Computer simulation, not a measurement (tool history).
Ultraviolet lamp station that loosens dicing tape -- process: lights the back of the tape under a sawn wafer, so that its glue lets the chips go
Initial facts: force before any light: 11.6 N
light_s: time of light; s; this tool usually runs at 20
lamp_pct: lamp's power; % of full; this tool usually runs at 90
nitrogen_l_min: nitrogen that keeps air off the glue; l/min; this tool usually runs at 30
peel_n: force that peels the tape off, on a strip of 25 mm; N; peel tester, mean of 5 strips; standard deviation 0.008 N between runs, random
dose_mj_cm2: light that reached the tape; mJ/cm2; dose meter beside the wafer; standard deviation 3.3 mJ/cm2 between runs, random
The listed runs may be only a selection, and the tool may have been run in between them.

Run 1, hour 0: usual settings. Result: peel_n 0.529 N, dose_mj_cm2 429 mJ/cm2.
Run 2, hour 10.6: usual settings but lamp_pct 97 % of full. Result: peel_n 0.434 N, dose_mj_cm2 458 mJ/cm2.
Run 3, hour 20.6: usual settings but lamp_pct 97 % of full. Result: peel_n 0.465 N, dose_mj_cm2 457 mJ/cm2.
Run 4, hour 32.7: usual settings but lamp_pct 97 % of full. Result: peel_n 0.432 N, dose_mj_cm2 456 mJ/cm2.
Run 5, hour 45.1: usual settings. Result: peel_n 0.553 N, dose_mj_cm2 418 mJ/cm2.
At hour 48.3: window cleaned of glue's vapour.
Run 6, hour 64: usual settings. Result: peel_n 0.498 N, dose_mj_cm2 436 mJ/cm2.
Run 7, hour 74.2: usual settings but lamp_pct 87 % of full. Result: peel_n 0.538 N, dose_mj_cm2 414 mJ/cm2.
Run 8, hour 86.3: usual settings but lamp_pct 87 % of full. Result: peel_n 0.57 N, dose_mj_cm2 417 mJ/cm2.
Run 9, hour 96.7: usual settings but lamp_pct 87 % of full, nitrogen_l_min 28 l/min. Result: peel_n 0.582 N, dose_mj_cm2 415 mJ/cm2.
Run 10, hour 105.3: usual settings but lamp_pct 87 % of full, nitrogen_l_min 28 l/min. Result: peel_n 0.613 N, dose_mj_cm2 420 mJ/cm2.
Run 11, hour 116.3: usual settings but lamp_pct 87 % of full, nitrogen_l_min 28 l/min. Result: peel_n 0.597 N, dose_mj_cm2 414 mJ/cm2.
Run 12, hour 133.4: usual settings but light_s 21 s. Result: peel_n 0.469 N, dose_mj_cm2 446 mJ/cm2.
Run 13, hour 146: usual settings but light_s 21 s. Result: peel_n 0.458 N, dose_mj_cm2 443 mJ/cm2.
Run 14, hour 160.8: usual settings but light_s 21 s. Result: peel_n 0.459 N, dose_mj_cm2 445 mJ/cm2.
Run 15, hour 180.9: usual settings but nitrogen_l_min 47 l/min. Result: peel_n 0.369 N, dose_mj_cm2 422 mJ/cm2.
Run 16, hour 189.3: usual settings but nitrogen_l_min 47 l/min. Result: peel_n 0.387 N, dose_mj_cm2 419 mJ/cm2.
Run 17, hour 205.3: usual settings but nitrogen_l_min 47 l/min. Result: peel_n 0.399 N, dose_mj_cm2 415 mJ/cm2.
Run 18, hour 215.6: usual settings but lamp_pct 64 % of full, nitrogen_l_min 47 l/min. Result: peel_n 0.934 N, dose_mj_cm2 291 mJ/cm2.
Run 19, hour 233.9: usual settings but nitrogen_l_min 29 l/min. Result: peel_n 0.576 N, dose_mj_cm2 410 mJ/cm2.
Run 20, hour 252.8: usual settings but nitrogen_l_min 29 l/min. Result: peel_n 0.581 N, dose_mj_cm2 406 mJ/cm2.
Run 21, hour 270.1: usual settings. Result: peel_n 0.571 N, dose_mj_cm2 409 mJ/cm2.

Expected results for the next run?
Run 22, hour 280.5: usual settings. Result: peel_n ?, dose_mj_cm2 ?.

peel_n: 0.61 N
dose_mj_cm2: 407 mJ/cm2
Without the tool's hidden state the same run would have given peel_n 0.317 N, dose_mj_cm2 524 mJ/cm2.
